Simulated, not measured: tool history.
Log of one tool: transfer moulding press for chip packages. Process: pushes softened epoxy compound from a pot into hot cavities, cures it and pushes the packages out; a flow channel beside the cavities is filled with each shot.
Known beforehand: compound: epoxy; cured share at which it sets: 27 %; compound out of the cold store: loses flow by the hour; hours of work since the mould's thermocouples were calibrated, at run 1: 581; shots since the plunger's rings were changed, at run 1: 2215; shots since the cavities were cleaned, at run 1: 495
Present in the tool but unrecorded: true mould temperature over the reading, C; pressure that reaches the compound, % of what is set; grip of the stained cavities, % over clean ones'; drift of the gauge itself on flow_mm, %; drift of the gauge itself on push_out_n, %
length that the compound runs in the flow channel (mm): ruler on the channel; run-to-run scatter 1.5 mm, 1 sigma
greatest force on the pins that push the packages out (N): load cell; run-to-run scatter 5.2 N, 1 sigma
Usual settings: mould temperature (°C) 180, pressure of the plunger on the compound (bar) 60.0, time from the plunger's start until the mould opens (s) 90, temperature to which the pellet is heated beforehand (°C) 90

run,hour,mould temperature (°C),pressure of the plunger on the compound (bar),time from the plunger's start until the mould opens (s),temperature to which the pellet is heated beforehand (°C),hours of work since the mould's thermocouples were calibrated,shots since the plunger's rings were changed,shots since the cavities were cleaned,incoming compound's hours out of the cold store,length that the compound runs in the flow channel (mm),greatest force on the pins that push the packages out (N)
1,0.0,180,60.0,90,90,581,2215,495,8.6,913,294
2,13.2,180,60.0,90,90,591,2434,714,15.6,873,295
# hour 18.6: cavities cleaned with cleaning compound and waxed
3,25.1,180,60.0,90,90,599,2604,106,15.5,873,228
4,35.9,180,60.0,90,90,607,2782,284,30.4,799,252
5,51.4,180,60.0,90,90,619,3037,539,36.8,768,291
# hour 66.8: cavities cleaned with cleaning compound and waxed
6,66.8,180,60.0,119,90,629,3268,0,28.9,802,159
7,78.0,180,60.0,90,90,638,3451,183,11.7,889,249
8,87.6,180,60.0,121,90,645,3609,341,37.9,759,239
9,105.4,180,60.0,121,90,659,3904,636,25.0,817,263
# hour 114.7: cavities cleaned with cleaning compound and waxed
10,117.1,180,60.0,121,90,666,4071,39,27.6,806,167
# hour 120.8: mould's thermocouples calibrated
11,137.3,180,60.0,121,90,12,4371,339,15.5,866,233
12,147.0,178,60.0,90,90,20,4531,499,18.1,858,316
13,160.1,178,60.0,90,90,30,4746,714,10.2,898,335
# hour 164.7: cavities cleaned with cleaning compound and waxed
14,174.5,180,60.0,90,90,39,4960,161,15.8,859,237
15,188.3,179,50.8,100,90,50,5187,388,33.4,715,262
16,207.4,180,60.0,90,88,64,5501,702,17.2,845,311
# hour 213.0: cavities cleaned with cleaning compound and waxed
# hour 224.5: plunger's sealing rings changed
17,226.8,180,60.0,90,88,76,38,185,10.7,919,252
18,240.2,180,60.0,90,88,86,260,407,46.7,741,275
# hour 245.1: mould's thermocouples calibrated, once more
19,252.3,187,67.4,114,80,5,426,573,39.3,791,258
# hour 266.0: cavities cleaned with cleaning compound and waxed
20,270.4,186,57.6,91,99,18,700,73,13.1,853,183
21,290.9,174,50.5,91,99,33,1037,410,40.9,712,321
22,310.6,180,45.5,90,90,48,1362,735,34.2,682,295
# hour 313.9: cavities cleaned with cleaning compound and waxed
23,326.3,180,45.5,90,90,59,1596,204,19.6,743,235
24,342.3,180,71.0,118,90,71,1860,468,23.3,908,260
25,351.8,180,73.6,90,97,78,2016,624,31.5,879,291
# hour 361.8: cavities cleaned with cleaning compound and waxed
26,371.8,180,73.6,90,97,92,2321,164,39.3,838,218
27,382.7,185,61.2,101,92,100,2501,344,10.3,885,245

Hidden state at the last listed run before each entry between runs and at the first one after, where it differs:
In the gap between runs 2 and 3: cavities cleaned with cleaning compound and waxed (hour 18.6)
  true mould temperature over the reading, C: -0.65 -> -0.66; pressure that reaches the compound, % of what is set: 96.62 -> 96.39; grip of the stained cavities, % over clean ones': 71.6 -> 24.7
  measured minus no-state result, length that the compound runs in the flow channel (mm): -13 -> -14; greatest force on the pins that push the packages out (N): +127 -> +48
In the gap between runs 5 and 6: cavities cleaned with cleaning compound and waxed (hour 66.8)
  true mould temperature over the reading, C: -0.68 -> -0.69; pressure that reaches the compound, % of what is set: 95.74 -> 95.39; grip of the stained cavities, % over clean ones': 68.2 -> 0.1
  measured minus no-state result, length that the compound runs in the flow channel (mm): -14 -> -17; greatest force on the pins that push the packages out (N): +120 -> +1
In the gap between runs 9 and 10: cavities cleaned with cleaning compound and waxed (hour 114.7)
  true mould temperature over the reading, C: -0.73 -> -0.74; pressure that reaches the compound, % of what is set: 94.47 -> 94.19; grip of the stained cavities, % over clean ones': 72.1 -> 9.9
  measured minus no-state result, length that the compound runs in the flow channel (mm): -21 -> -22; greatest force on the pins that push the packages out (N): +112 -> +15
In the gap between runs 10 and 11: mould's thermocouples calibrated (hour 120.8)
  true mould temperature over the reading, C: -0.74 -> -0.97; pressure that reaches the compound, % of what is set: 94.19 -> 93.75; grip of the stained cavities, % over clean ones': 9.9 -> 52.7
  measured minus no-state result, length that the compound runs in the flow channel (mm): -22 -> -25; greatest force on the pins that push the packages out (N): +15 -> +81
In the gap between runs 13 and 14: cavities cleaned with cleaning compound and waxed (hour 164.7)
  true mould temperature over the reading, C: -0.99 -> -1; pressure that reaches the compound, % of what is set: 93.26 -> 92.93; grip of the stained cavities, % over clean ones': 74.9 -> 34.2
  measured minus no-state result, length that the compound runs in the flow channel (mm): -28 -> -28; greatest force on the pins that push the packages out (N): +152 -> +66
In the gap between runs 16 and 17: cavities cleaned with cleaning compound and waxed (hour 213.0); plunger's sealing rings changed (hour 224.5)
  true mould temperature over the reading, C: -1.03 -> -1.05; pressure that reaches the compound, % of what is set: 92.13 -> 99.8; grip of the stained cavities, % over clean ones': 75.1 -> 34.5
  measured minus no-state result, length that the compound runs in the flow channel (mm): -31 -> +4; greatest force on the pins that push the packages out (N): +140 -> +70
In the gap between runs 18 and 19: mould's thermocouples calibrated, once more (hour 245.1)
  true mould temperature over the reading, C: -1.06 -> 0.2; pressure that reaches the compound, % of what is set: 99.48 -> 99.23; grip of the stained cavities, % over clean ones': 59.1 -> 68.8
  measured minus no-state result, length that the compound runs in the flow channel (mm): +2 -> -3; greatest force on the pins that push the packages out (N): +107 -> +109
In the gap between runs 19 and 20: cavities cleaned with cleaning compound and waxed (hour 266.0)
  true mould temperature over the reading, C: 0.2 -> 0.18; pressure that reaches the compound, % of what is set: 99.23 -> 98.82; grip of the stained cavities, % over clean ones': 68.8 -> 17.4
  measured minus no-state result, length that the compound runs in the flow channel (mm): -3 -> -6; greatest force on the pins that push the packages out (N): +109 -> +27
In the gap between runs 22 and 23: cavities cleaned with cleaning compound and waxed (hour 313.9)
  true mould temperature over the reading, C: 0.15 -> 0.14; pressure that reaches the compound, % of what is set: 97.84 -> 97.5; grip of the stained cavities, % over clean ones': 75.7 -> 39.8
  measured minus no-state result, length that the compound runs in the flow channel (mm): -8 -> -10; greatest force on the pins that push the packages out (N): +126 -> +69
In the gap between runs 25 and 26: cavities cleaned with cleaning compound and waxed (hour 361.8)
  true mould temperature over the reading, C: 0.12 -> 0.1; pressure that reaches the compound, % of what is set: 96.89 -> 96.5; grip of the stained cavities, % over clean ones': 71.5 -> 32.2
  measured minus no-state result, length that the compound runs in the flow channel (mm): -15 -> -15; greatest force on the pins that push the packages out (N): +123 -> +52
